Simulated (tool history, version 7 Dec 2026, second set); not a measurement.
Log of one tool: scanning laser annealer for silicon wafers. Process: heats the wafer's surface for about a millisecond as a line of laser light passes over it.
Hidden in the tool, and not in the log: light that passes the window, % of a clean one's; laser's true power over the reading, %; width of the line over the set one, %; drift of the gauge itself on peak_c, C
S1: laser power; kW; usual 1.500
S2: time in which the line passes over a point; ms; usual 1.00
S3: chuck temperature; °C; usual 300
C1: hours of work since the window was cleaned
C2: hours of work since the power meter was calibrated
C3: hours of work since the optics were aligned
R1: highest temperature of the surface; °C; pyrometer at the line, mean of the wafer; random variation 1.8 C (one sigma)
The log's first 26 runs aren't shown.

run 27 hour=416.2 | S1=1.545 S2=0.74 S3=285 | C1=313 C2=691 C3=755 | R1=928
run 28 hour=432.1 | S1=1.545 S2=1.02 S3=285 | C1=325 C2=703 C3=768 | R1=1066
run 29 hour=443.0 | S1=1.500 S2=1.00 S3=298 | C1=333 C2=711 C3=776 | R1=1043
run 30 hour=456.6 | S1=1.500 S2=1.00 S3=298 | C1=343 C2=722 C3=786 | R1=1039
run 31 hour=466.5 | S1=1.500 S2=1.06 S3=313 | C1=351 C2=729 C3=794 | R1=1076
run 32 hour=475.5 | S1=1.500 S2=1.06 S3=313 | C1=358 C2=736 C3=801 | R1=1081
run 33 hour=486.4 | S1=1.500 S2=1.06 S3=313 | C1=366 C2=745 C3=809 | R1=1074
run 34 hour=507.1 | S1=1.513 S2=1.10 S3=279 | C1=382 C2=760 C3=825 | R1=1072
run 35 hour=528.5 | S1=1.392 S2=1.12 S3=269 | C1=399 C2=777 C3=841 | R1=984
run 36 hour=540.9 | S1=1.446 S2=0.98 S3=300 | C1=408 C2=786 C3=851 | R1=992
run 37 hour=560.0 | S1=1.446 S2=0.98 S3=300 | C1=423 C2=801 C3=866 | R1=995
run 38 hour=572.6 | S1=1.446 S2=0.98 S3=300 | C1=432 C2=811 C3=875 | R1=995
run 39 hour=583.4 | S1=1.500 S2=0.73 S3=312 | C1=441 C2=819 C3=883 | R1=923
run 40 hour=597.5 | S1=1.500 S2=0.73 S3=312 | C1=451 C2=830 C3=894 | R1=921

Forecast each of these 3 alternatives for the next run:
run A hour=610.4 | S1=1.338 S2=1.15 S3=306 | C1=461 C2=840 C3=904 | R1=?
run B hour=610.4 | S1=1.479 S2=1.00 S3=331 | C1=461 C2=840 C3=904 | R1=?
run C hour=610.4 | S1=1.457 S2=1.00 S3=302 | C1=461 C2=840 C3=904 | R1=?

run=A R1=996
run=B R1=1054
run=C R1=1012
Without the tool's hidden state the same runs would have given:
run=A R1=1022
run=B R1=1082
run=C R1=1039
